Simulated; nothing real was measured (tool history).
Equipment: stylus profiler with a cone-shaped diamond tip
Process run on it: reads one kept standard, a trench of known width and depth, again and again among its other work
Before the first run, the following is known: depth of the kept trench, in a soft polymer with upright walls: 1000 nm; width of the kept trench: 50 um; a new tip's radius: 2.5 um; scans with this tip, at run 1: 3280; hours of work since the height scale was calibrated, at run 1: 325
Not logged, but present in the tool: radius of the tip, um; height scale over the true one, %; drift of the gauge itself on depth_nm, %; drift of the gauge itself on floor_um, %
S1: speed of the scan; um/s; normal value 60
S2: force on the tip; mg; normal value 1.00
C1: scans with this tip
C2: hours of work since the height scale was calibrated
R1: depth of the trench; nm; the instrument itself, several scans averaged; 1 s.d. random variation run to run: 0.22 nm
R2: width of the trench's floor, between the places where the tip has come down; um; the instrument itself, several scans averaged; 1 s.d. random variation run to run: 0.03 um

run	hour	S1	S2	C1	C2	R1	R2
1	0.0	60	1.00	3280	325	1006.23	44.77
2	15.4	60	1.68	3358	333	1008.47	44.75
3	27.5	60	2.04	3419	339	1009.04	44.79
4	43.0	60	0.54	3497	347	1004.07	44.67
5	58.8	60	0.54	3576	355	1004.28	44.60
6	76.1	63	1.00	3663	363	1005.76	44.68
# hour 77.5: height scale calibrated on a step standard
7	87.9	63	1.00	3720	5	1005.58	44.63
8	97.9	43	1.00	3771	10	1005.97	44.67
9	112.9	63	0.88	3846	18	1005.87	44.59
10	127.6	43	1.22	3920	25	1006.81	44.70
11	136.3	28	1.63	3964	29	1008.29	44.65
12	151.4	130	0.83	4040	37	1005.56	44.36
13	166.6	130	0.83	4116	44	1005.60	44.32
14	175.3	28	2.42	4161	49	1010.54	44.70

Subtracting, for every run, the result it would have given without the tool's unlogged condition from the measured result gives the following. The same run-to-run variation enters both numbers; the gauge's scatter may not:
run	R1	R2
1	+0.44	-1.04
2	+0.46	-1.06
3	+0.47	-1.09
4	+0.49	-1.10
5	+0.49	-1.13
6	+0.51	-1.14
7	+0.68	-1.16
8	+0.70	-1.18
9	+0.71	-1.20
10	+0.72	-1.22
11	+0.73	-1.24
12	+0.74	-1.25
13	+0.76	-1.28
14	+0.77	-1.28
